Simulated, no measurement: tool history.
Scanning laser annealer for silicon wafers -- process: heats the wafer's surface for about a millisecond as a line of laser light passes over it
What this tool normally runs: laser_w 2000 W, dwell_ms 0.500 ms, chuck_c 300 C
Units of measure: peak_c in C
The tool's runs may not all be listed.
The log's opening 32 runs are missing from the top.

Run 33, hour 277.2: usual settings but laser_w 1981 W, dwell_ms 0.438 ms, chuck_c 310 C. Result: peak_c 980 C.
Run 34, hour 288.9: usual settings but dwell_ms 0.576 ms, chuck_c 278 C. Result: peak_c 1049 C.
Run 35, hour 297.8: usual settings but dwell_ms 0.576 ms, chuck_c 278 C. Result: peak_c 1046 C.
Run 36, hour 307.6: usual settings but laser_w 1854 W, chuck_c 335 C. Result: peak_c 994 C.
Run 37, hour 317.0: usual settings but laser_w 1854 W, chuck_c 335 C. Result: peak_c 994 C.
Run 38, hour 327.7: usual settings but laser_w 2110 W, dwell_ms 0.435 ms, chuck_c 267 C. Result: peak_c 984 C.
Run 39, hour 337.1: usual settings but laser_w 2110 W, dwell_ms 0.435 ms, chuck_c 267 C. Result: peak_c 987 C.
Run 40, hour 346.7: usual settings but laser_w 1724 W, dwell_ms 0.364 ms. Result: peak_c 825 C.
Run 41, hour 355.1: usual settings but laser_w 1786 W, dwell_ms 0.559 ms, chuck_c 290 C. Result: peak_c 957 C.

Alternative continuations, all from the tool just after run 41; predict every row:
Run A, hour 364.7: usual settings but laser_w 1786 W, dwell_ms 0.550 ms, chuck_c 328 C. Result: peak_c ?.
Run B, hour 364.7: usual settings but laser_w 1888 W, dwell_ms 0.581 ms, chuck_c 290 C. Result: peak_c ?.
Run C, hour 364.7: usual settings but laser_w 2168 W, dwell_ms 0.429 ms, chuck_c 335 C. Result: peak_c ?.

run  peak_c
  A     991
  B    1016
  C    1071
With no hidden state in the tool, these same runs would have given:
run  peak_c
  A     991
  B    1016
  C    1072
